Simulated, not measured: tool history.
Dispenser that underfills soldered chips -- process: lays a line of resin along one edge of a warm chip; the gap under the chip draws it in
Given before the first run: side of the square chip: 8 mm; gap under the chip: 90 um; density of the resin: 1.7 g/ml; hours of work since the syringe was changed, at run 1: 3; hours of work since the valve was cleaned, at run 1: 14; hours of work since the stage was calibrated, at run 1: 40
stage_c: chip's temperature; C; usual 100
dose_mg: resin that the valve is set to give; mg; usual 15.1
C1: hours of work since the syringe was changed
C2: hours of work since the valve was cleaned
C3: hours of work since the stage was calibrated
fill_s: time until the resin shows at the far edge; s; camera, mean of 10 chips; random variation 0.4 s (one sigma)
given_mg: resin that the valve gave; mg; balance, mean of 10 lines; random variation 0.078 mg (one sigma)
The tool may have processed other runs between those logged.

Run 1, hour 0: usual settings; C1 3; C2 14; C3 40. Result: fill_s 33.3 s, given_mg 14.94 mg.
At hour 7.3: new syringe of resin.
Run 2, hour 9.5: usual settings; C1 2; C2 21; C3 47. Result: fill_s 28.5 s, given_mg 14.82 mg.
Run 3, hour 16.3: usual settings but dose_mg 18.3 mg; C1 7; C2 26; C3 52. Result: fill_s 40.5 s, given_mg 17.94 mg.
At hour 18.8: new syringe of resin.
Run 4, hour 21.5: usual settings but dose_mg 18.3 mg; C1 2; C2 30; C3 56. Result: fill_s 30.5 s, given_mg 17.88 mg.
At hour 30: new syringe of resin.
Run 5, hour 30.7: usual settings but dose_mg 18.3 mg; C1 0; C2 36; C3 62. Result: fill_s 26.8 s, given_mg 17.61 mg.
Run 6, hour 35.8: usual settings but dose_mg 15.7 mg; C1 4; C2 40; C3 66. Result: fill_s 35.5 s, given_mg 14.97 mg.
At hour 41.6: new syringe of resin.
Run 7, hour 44.5: usual settings but dose_mg 15.7 mg; C1 2; C2 46; C3 72. Result: fill_s 31.2 s, given_mg 15.09 mg.
At hour 52.6: new syringe of resin.
Run 8, hour 52.9: usual settings but dose_mg 15.7 mg; C1 0; C2 52; C3 78. Result: fill_s 26.5 s, given_mg 15.11 mg.
Run 9, hour 60.2: usual settings but dose_mg 15.7 mg; C1 6; C2 58; C3 83. Result: fill_s 39.4 s, given_mg 14.93 mg.
At hour 63.9: new syringe of resin.
Run 10, hour 66.7: usual settings but dose_mg 15.7 mg; C1 2; C2 62; C3 88. Result: fill_s 29.9 s, given_mg 14.67 mg.
Run 11, hour 71: usual settings but stage_c 91 C, dose_mg 15.7 mg; C1 5; C2 65; C3 91. Result: fill_s 59.1 s, given_mg 14.81 mg.
At hour 75: new syringe of resin.
Run 12, hour 76.8: usual settings but stage_c 91 C, dose_mg 15.7 mg; C1 1; C2 69; C3 95. Result: fill_s 45.1 s, given_mg 14.68 mg.
Run 13, hour 84.3: usual settings but stage_c 91 C, dose_mg 15.7 mg; C1 7; C2 75; C3 100. Result: fill_s 66.1 s, given_mg 14.57 mg.
At hour 86.1: new syringe of resin.
Run 14, hour 89.4: usual settings but stage_c 91 C, dose_mg 15.7 mg; C1 2; C2 78; C3 104. Result: fill_s 47.1 s, given_mg 14.44 mg.
Run 15, hour 96.1: usual settings but dose_mg 12.9 mg; C1 7; C2 83; C3 109. Result: fill_s 46.3 s, given_mg 11.95 mg.
At hour 97.7: new syringe of resin.
Run 16, hour 103.3: usual settings but dose_mg 12.9 mg; C1 4; C2 88; C3 114. Result: fill_s 37.8 s, given_mg 11.81 mg.
At hour 108.8: new syringe of resin.
Run 17, hour 113.6: usual settings but dose_mg 12.9 mg; C1 4; C2 96; C3 121. Result: fill_s 35.3 s, given_mg 11.74 mg.
Run 18, hour 117.8: usual settings; C1 7; C2 99; C3 124. Result: fill_s 42.2 s, given_mg 13.69 mg.
At hour 120.1: new syringe of resin.
Run 19, hour 124.1: usual settings but stage_c 96 C; C1 3; C2 103; C3 129. Result: fill_s 40.3 s, given_mg 13.61 mg.
Run 20, hour 129.5: usual settings but stage_c 102 C, dose_mg 17.4 mg; C1 7; C2 107; C3 133. Result: fill_s 39.8 s, given_mg 15.46 mg.
At hour 131.1: new syringe of resin.
Run 21, hour 139.2: usual settings but stage_c 88 C, dose_mg 17.8 mg; C1 6; C2 114; C3 140. Result: fill_s 69.1 s, given_mg 15.88 mg.
At hour 142.9: new syringe of resin.
Run 22, hour 149.6: usual settings but stage_c 88 C, dose_mg 17.8 mg; C1 5; C2 121; C3 147. Result: fill_s 64.3 s, given_mg 15.62 mg.
At hour 154.1: new syringe of resin.
Run 23, hour 159.7: usual settings but stage_c 88 C, dose_mg 15.2 mg; C1 4; C2 129; C3 154. Result: fill_s 63.6 s, given_mg 13.28 mg.
At hour 165.4: new syringe of resin.
Run 24, hour 168.3: usual settings but stage_c 88 C, dose_mg 15.2 mg; C1 2; C2 135; C3 160. Result: fill_s 55.5 s, given_mg 13.04 mg.
At hour 176.6: dispensing valve cleaned and set on the balance.
At hour 177.8: new syringe of resin.
Run 25, hour 179.6: usual settings but stage_c 88 C, dose_mg 16.1 mg; C1 1; C2 2; C3 168. Result: fill_s 49.6 s, given_mg 15.95 mg.
Run 26, hour 184.7: usual settings but stage_c 88 C, dose_mg 16.1 mg; C1 5; C2 6; C3 171. Result: fill_s 64.4 s, given_mg 16.01 mg.
At hour 189.1: new syringe of resin.
Run 27, hour 192.2: usual settings but stage_c 89 C, dose_mg 19.2 mg; C1 2; C2 11; C3 177. Result: fill_s 51.4 s, given_mg 19.1 mg.
At hour 200.1: new syringe of resin.
Run 28, hour 200.1: usual settings but stage_c 105 C, dose_mg 16 mg; C1 0; C2 17; C3 182. Result: fill_s 21.5 s, given_mg 15.64 mg.
Run 29, hour 207.5: usual settings but stage_c 105 C, dose_mg 16 mg; C1 5; C2 22; C3 188. Result: fill_s 30.5 s, given_mg 15.61 mg.
At hour 211.2: new syringe of resin.
Run 30, hour 217: usual settings but stage_c 94 C, dose_mg 13.4 mg; C1 4; C2 29; C3 195. Result: fill_s 47.5 s, given_mg 13.11 mg.
At hour 222.9: new syringe of resin.
Run 31, hour 226: usual settings but stage_c 94 C, dose_mg 13.4 mg; C1 2; C2 35; C3 201. Result: fill_s 40.7 s, given_mg 13.03 mg.
Run 32, hour 233: usual settings but stage_c 109 C, dose_mg 19.3 mg; C1 7; C2 40; C3 206. Result: fill_s 28.7 s, given_mg 18.49 mg.
At hour 234.2: new syringe of resin.
Run 33, hour 242.3: usual settings but stage_c 101 C, dose_mg 13.9 mg; C1 6; C2 47; C3 213. Result: fill_s 38.5 s, given_mg 13.27 mg.
At hour 245.4: new syringe of resin.
Run 34, hour 252.5: usual settings but stage_c 88 C, dose_mg 13.1 mg; C1 5; C2 54; C3 220. Result: fill_s 68.5 s, given_mg 12.46 mg.
At hour 256.5: new syringe of resin.
Run 35, hour 257.1: usual settings but stage_c 101 C, dose_mg 13.1 mg; C1 0; C2 57; C3 223. Result: fill_s 26.7 s, given_mg 12.42 mg.

4 ways to go on from here, each from the tool as it stands after run 35. What would each give?
Run A, hour 262: usual settings but dose_mg 14.5 mg; C1 4; C2 61; C3 227. Result: fill_s ?, given_mg ?.
Run B, hour 262: usual settings but stage_c 101 C, dose_mg 14.5 mg; C1 4; C2 61; C3 227. Result: fill_s ?, given_mg ?.
Run C, hour 262: usual settings but stage_c 92 C, dose_mg 16 mg; C1 4; C2 61; C3 227. Result: fill_s ?, given_mg ?.
Run D, hour 262: usual settings but stage_c 104 C, dose_mg 16.5 mg; C1 4; C2 61; C3 227. Result: fill_s ?, given_mg ?.

run  fill_s  given_mg
  A    35.8     13.65
  B    34.2     13.71
  C    50.1     15.14
  D    29.7     15.57
What these runs would have given with no unlogged condition in the tool:
run  fill_s  given_mg
  A    27.4      14.5
  B    26.1     14.56
  C    38.4     16.08
  D    22.9     16.53

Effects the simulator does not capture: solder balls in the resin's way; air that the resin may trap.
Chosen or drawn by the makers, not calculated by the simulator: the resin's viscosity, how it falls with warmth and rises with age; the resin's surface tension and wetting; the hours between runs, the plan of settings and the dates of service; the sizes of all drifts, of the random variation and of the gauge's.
